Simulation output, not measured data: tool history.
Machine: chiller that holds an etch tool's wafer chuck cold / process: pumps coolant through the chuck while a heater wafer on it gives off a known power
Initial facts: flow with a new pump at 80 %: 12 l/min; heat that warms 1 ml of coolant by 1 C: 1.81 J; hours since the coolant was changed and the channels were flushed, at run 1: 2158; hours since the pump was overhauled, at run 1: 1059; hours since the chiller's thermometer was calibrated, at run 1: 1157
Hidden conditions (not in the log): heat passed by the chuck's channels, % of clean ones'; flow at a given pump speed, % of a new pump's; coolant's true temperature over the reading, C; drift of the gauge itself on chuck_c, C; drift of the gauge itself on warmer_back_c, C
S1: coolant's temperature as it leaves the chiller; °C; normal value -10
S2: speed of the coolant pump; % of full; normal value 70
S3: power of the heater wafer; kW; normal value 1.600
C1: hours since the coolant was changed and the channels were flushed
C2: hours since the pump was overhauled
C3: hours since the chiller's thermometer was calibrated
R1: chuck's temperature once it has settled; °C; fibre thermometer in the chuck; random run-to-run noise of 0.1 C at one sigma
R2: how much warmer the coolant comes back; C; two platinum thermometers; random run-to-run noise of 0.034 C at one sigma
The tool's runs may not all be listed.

| run | hour | S1 | S2 | S3 | C1 | C2 | C3 | R1 | R2 |
|---|---|---|---|---|---|---|---|---|---|
| 1 | 0.0 | -10 | 70 | 1.600 | 2158 | 1059 | 1157 | 4.7 | 5.19 |
| 2 | 25.1 | -3 | 70 | 1.600 | 2183 | 1084 | 1183 | 11.7 | 5.28 |
| 3 | 48.0 | -10 | 70 | 1.600 | 2206 | 1107 | 1205 | 4.9 | 5.32 |
| 4 | 72.0 | -10 | 70 | 1.600 | 2230 | 1131 | 1229 | 4.9 | 5.25 |
| 5 | 108.7 | -10 | 70 | 1.600 | 2266 | 1168 | 1266 | 5.0 | 5.25 |
| 6 | 131.4 | -19 | 70 | 1.600 | 2289 | 1191 | 1289 | -3.9 | 5.25 |
| 7 | 165.1 | -10 | 67 | 1.600 | 2323 | 1224 | 1323 | 5.5 | 5.51 |
| 8 | 185.2 | -10 | 67 | 1.600 | 2343 | 1244 | 1343 | 5.4 | 5.57 |
| 9 | 217.4 | -10 | 70 | 1.600 | 2375 | 1277 | 1375 | 5.1 | 5.25 |
| 10 | 255.8 | -10 | 70 | 1.600 | 2414 | 1315 | 1413 | 4.7 | 5.33 |
| 11 | 290.5 | -17 | 62 | 1.248 | 2448 | 1350 | 1448 | -4.3 | 4.68 |
| 12 | 318.4 | -17 | 62 | 1.248 | 2476 | 1378 | 1476 | -4.3 | 4.67 |
| 13 | 351.6 | -12 | 78 | 0.873 | 2509 | 1411 | 1509 | -4.6 | 2.62 |
| 14 | 388.6 | -6 | 70 | 2.370 | 2546 | 1448 | 1546 | 16.4 | 7.90 |
| 15 | 416.0 | -10 | 63 | 1.654 | 2574 | 1475 | 1573 | 6.8 | 6.14 |
| 16 | 452.4 | -13 | 62 | 1.541 | 2610 | 1512 | 1610 | 2.9 | 5.87 |
| 17 | 481.4 | -10 | 98 | 1.175 | 2639 | 1541 | 1639 | -1.8 | 2.74 |
| 18 | 506.1 | -2 | 64 | 1.390 | 2664 | 1565 | 1664 | 11.9 | 5.10 |

What would each run have given without the hidden state, its run-to-run variation left as it was?
| run | R1 | R2 |
|---|---|---|
| 1 | 4.0 | 5.03 |
| 2 | 10.9 | 5.12 |
| 3 | 4.1 | 5.15 |
| 4 | 4.1 | 5.08 |
| 5 | 4.2 | 5.07 |
| 6 | -4.7 | 5.07 |
| 7 | 4.6 | 5.31 |
| 8 | 4.5 | 5.37 |
| 9 | 4.2 | 5.06 |
| 10 | 3.9 | 5.12 |
| 11 | -5.0 | 4.49 |
| 12 | -5.0 | 4.48 |
| 13 | -4.9 | 2.51 |
| 14 | 14.9 | 7.56 |
| 15 | 5.7 | 5.87 |
| 16 | 1.9 | 5.61 |
| 17 | -2.2 | 2.62 |
| 18 | 11.1 | 4.86 |
